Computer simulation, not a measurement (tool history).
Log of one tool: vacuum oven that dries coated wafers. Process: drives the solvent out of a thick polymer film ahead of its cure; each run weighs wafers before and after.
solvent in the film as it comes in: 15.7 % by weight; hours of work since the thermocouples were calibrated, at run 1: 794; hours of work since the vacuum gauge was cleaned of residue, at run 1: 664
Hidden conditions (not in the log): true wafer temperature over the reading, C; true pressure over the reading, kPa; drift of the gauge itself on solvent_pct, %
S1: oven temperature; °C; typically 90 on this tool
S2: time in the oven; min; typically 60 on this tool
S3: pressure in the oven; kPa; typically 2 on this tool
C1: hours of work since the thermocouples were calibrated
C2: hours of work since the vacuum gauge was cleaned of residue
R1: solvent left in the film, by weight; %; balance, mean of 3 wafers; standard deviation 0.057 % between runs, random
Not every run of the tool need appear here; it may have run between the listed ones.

Run 1, day 0: usual settings; C1 794; C2 664. Result: R1 3.3 %.
Run 2, day 0.892: usual settings; C1 808; C2 678. Result: R1 3.43 %.
Run 3, day 1.729: usual settings but S1 84 °C; C1 822; C2 692. Result: R1 5.27 %.
Run 4, day 3.192: usual settings but S1 84 °C; C1 845; C2 715. Result: R1 5.19 %.
Run 5, day 4.392: usual settings but S1 78 °C; C1 865; C2 735. Result: R1 7.16 %.
Run 6, day 5.412: usual settings but S1 78 °C; C1 881; C2 751. Result: R1 7.18 %.
Run 7, day 6.038: usual settings but S2 53 min; C1 891; C2 761. Result: R1 3.83 %.
Run 8, day 6.704: usual settings but S2 30 min; C1 902; C2 772. Result: R1 6.03 %.
Run 9, day 7.504: usual settings but S2 30 min; C1 915; C2 785. Result: R1 6.04 %.
At day 7.642: vacuum gauge cleaned of residue and calibrated.
Run 10, day 8.442: usual settings but S2 30 min; C1 929; C2 13. Result: R1 6.28 %.
Run 11, day 9.062: usual settings but S1 96 °C; C1 939; C2 23. Result: R1 2.37 %.
Run 12, day 10.458: usual settings; C1 961; C2 45. Result: R1 3.83 %.
Run 13, day 11.229: usual settings; C1 974; C2 58. Result: R1 3.64 %.
At day 11.575: vacuum gauge cleaned of residue and calibrated, once more.
Run 14, day 12.117: usual settings; C1 987; C2 9. Result: R1 3.19 %.
Run 15, day 13.562: usual settings; C1 1010; C2 32. Result: R1 3.32 %.
Run 16, day 14.788: usual settings; C1 1030; C2 52. Result: R1 3.34 %.
Run 17, day 15.833: usual settings but S2 36 min; C1 1047; C2 69. Result: R1 5.16 %.
Run 18, day 16.738: usual settings but S2 36 min; C1 1061; C2 83. Result: R1 5.14 %.
Run 19, day 17.538: usual settings but S1 88 °C, S2 96 min, S3 3.49 kPa; C1 1074; C2 96. Result: R1 4.03 %.
Run 20, day 19: usual settings but S1 96 °C; C1 1098; C2 119. Result: R1 2.1 %.
Run 21, day 19.95: usual settings but S1 80 °C, S3 7.55 kPa; C1 1113; C2 135. Result: R1 11.83 %.
Run 22, day 21.379: usual settings but S1 80 °C, S3 7.55 kPa; C1 1136; C2 158. Result: R1 11.92 %.
Run 23, day 22.596: usual settings but S1 80 °C, S3 7.55 kPa; C1 1156; C2 177. Result: R1 11.94 %.
Run 24, day 23.242: usual settings but S1 89 °C, S3 5.38 kPa; C1 1166; C2 188. Result: R1 6.63 %.
Run 25, day 24.45: usual settings but S1 76 °C, S2 67 min, S3 2.07 kPa; C1 1185; C2 207. Result: R1 7.42 %.
Run 26, day 25.183: usual settings but S2 34 min; C1 1197; C2 219. Result: R1 5.52 %.
Run 27, day 26.4: usual settings but S1 104 °C, S3 4.27 kPa; C1 1217; C2 239. Result: R1 2.52 %.
At day 26.867: oven's thermocouples calibrated.
Run 28, day 27.242: usual settings but S1 97 °C, S2 94 min, S3 3.6 kPa; C1 6; C2 251. Result: R1 2.41 %.
Run 29, day 27.954: usual settings but S2 100 min, S3 4.91 kPa; C1 18; C2 262. Result: R1 4.39 %.
Run 30, day 29.288: usual settings but S1 88 °C, S2 103 min; C1 39; C2 284. Result: R1 2.18 %.

Consider 4 possible next runs. They are alternatives, not a sequence: every one starts from the tool as it was left by run 30. What does each give?
Run A, day 30.029: usual settings but S1 83 °C, S2 103 min; C1 51; C2 296. Result: R1 ?.
Run B, day 30.029: usual settings but S1 75 °C, S3 7.95 kPa; C1 51; C2 296. Result: R1 ?.
Run C, day 30.029: usual settings but S1 81 °C, S2 87 min, S3 6.5 kPa; C1 51; C2 296. Result: R1 ?.
Run D, day 30.029: usual settings but S1 83 °C, S2 36 min, S3 1.19 kPa; C1 51; C2 296. Result: R1 ?.

run     R1
  A   3.06
  B  13.36
  C   8.77
  D   6.12
With the hidden condition removed and each run's random variation left untouched, the same runs would have given:
run     R1
  A   2.99
  B  13.36
  C   8.76
  D   6.12
